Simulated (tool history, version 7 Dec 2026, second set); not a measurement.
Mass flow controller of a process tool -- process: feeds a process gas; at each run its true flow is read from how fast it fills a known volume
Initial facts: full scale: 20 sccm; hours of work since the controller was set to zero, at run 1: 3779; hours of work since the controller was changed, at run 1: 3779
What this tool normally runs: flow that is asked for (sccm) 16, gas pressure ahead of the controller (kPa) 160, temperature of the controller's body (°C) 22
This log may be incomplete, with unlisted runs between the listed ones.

run    hour  flow that is asked for (sccm)  gas pressure ahead of the controller (kPa)  temperature of the controller's body (°C)  hours of work since the controller was set to zero  hours of work since the controller was changed  true flow (%)
  1       0                             16                                         160                                         22                                                3779                                            3779          99.83
  2     348                             16                                         160                                         22                                                3932                                            3932          99.86
  3     603                             16                                         160                                         22                                                4044                                            4044          99.62
  4   988.6                             16                                         160                                         22                                                4213                                            4213          99.52
  5  1294.3                             16                                         160                                         22                                                4347                                            4347           99.4
  6  1661.5                             16                                         160                                         22                                                4508                                            4508          99.35
  7  1949.2                             16                                         160                                         22                                                4634                                            4634          99.23
  8  2286.1                             16                                         160                                         22                                                4782                                            4782          99.07
  9  2666.9                             16                                         160                                         22                                                4949                                            4949          99.03
 10  3021.9                             12                                         261                                         25                                                5104                                            5104          98.59
 11  3298.1                              6                                         146                                         36                                                5226                                            5226          96.84
 12    3684                              6                                         146                                         36                                                5395                                            5395          96.69
 13  4047.2                              2                                         146                                         21                                                5554                                            5554           97.6
 14  4256.4                              2                                         146                                         21                                                5646                                            5646          97.52
 15    4486                             12                                         278                                         29                                                5746                                            5746          97.83
     4657.2  -- controller's zero set anew
 16  4766.2                             16                                         160                                         29                                                  48                                            5869          97.69
 17    5167                             16                                         160                                         29                                                 224                                            6045          97.67

3 ways to go on from here, each from the tool as it stands after run 17. What would each give?
  A  5368.8                             16                                         174                                         22                                                 312                                            6133              ?
  B  5368.8                             13                                         150                                         26                                                 312                                            6133              ?
  C  5368.8                              9                                         160                                         38                                                 312                                            6133              ?

run  true flow (%)
  A          98.24
  B          97.62
  C          96.29
What these runs would have given with no unlogged condition in the tool:
run  true flow (%)
  A          99.93
  B           99.3
  C          97.95
